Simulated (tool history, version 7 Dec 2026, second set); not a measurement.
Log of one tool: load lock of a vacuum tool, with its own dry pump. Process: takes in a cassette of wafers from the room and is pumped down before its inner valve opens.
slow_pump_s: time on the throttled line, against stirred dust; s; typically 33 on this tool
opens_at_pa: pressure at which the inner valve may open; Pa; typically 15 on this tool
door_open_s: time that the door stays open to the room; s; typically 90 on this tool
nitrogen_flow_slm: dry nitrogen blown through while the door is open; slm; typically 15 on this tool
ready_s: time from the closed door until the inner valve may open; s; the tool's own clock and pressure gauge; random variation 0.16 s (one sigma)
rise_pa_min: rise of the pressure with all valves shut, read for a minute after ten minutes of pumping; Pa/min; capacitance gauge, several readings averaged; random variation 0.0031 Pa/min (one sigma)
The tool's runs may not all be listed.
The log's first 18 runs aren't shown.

run      day  slow_pump_s  opens_at_pa  door_open_s  nitrogen_flow_slm  incoming humidity of the room's air, %  ready_s  rise_pa_min
 19  165.958           18           30          214                 23                                    47.7       41        0.396
 20  171.521           25           15           34                 19                                    43.7     48.9        0.315
 21  177.858           25           15           34                 19                                      48     48.7        0.301
 22  183.917           43           23          157                 15                                    46.8     61.8        0.395
 23    189.7           43           23           50                 15                                      47     62.5        0.342
 24  201.729           36           23           87                 15                                    46.6     56.2        0.373
 25  208.917           33           15          135                 15                                    49.2     55.7        0.408
 26  217.671           33           15          135                 15                                    49.1     55.5        0.416
 27  226.754           33           15          135                 15                                      43     55.8        0.412
 28  232.092           33           15          135                 15                                    43.9     55.5        0.411

Expected results for the next run?
 29  242.712           33           15          163                 43                                    50.6        ?            ?

ready_s: 55.8 s
rise_pa_min: 0.394 Pa/min
Take away the tool's hidden state, keep the run-to-run variation as it was, and the same run would have given ready_s 54.8 s, rise_pa_min 0.088 Pa/min.

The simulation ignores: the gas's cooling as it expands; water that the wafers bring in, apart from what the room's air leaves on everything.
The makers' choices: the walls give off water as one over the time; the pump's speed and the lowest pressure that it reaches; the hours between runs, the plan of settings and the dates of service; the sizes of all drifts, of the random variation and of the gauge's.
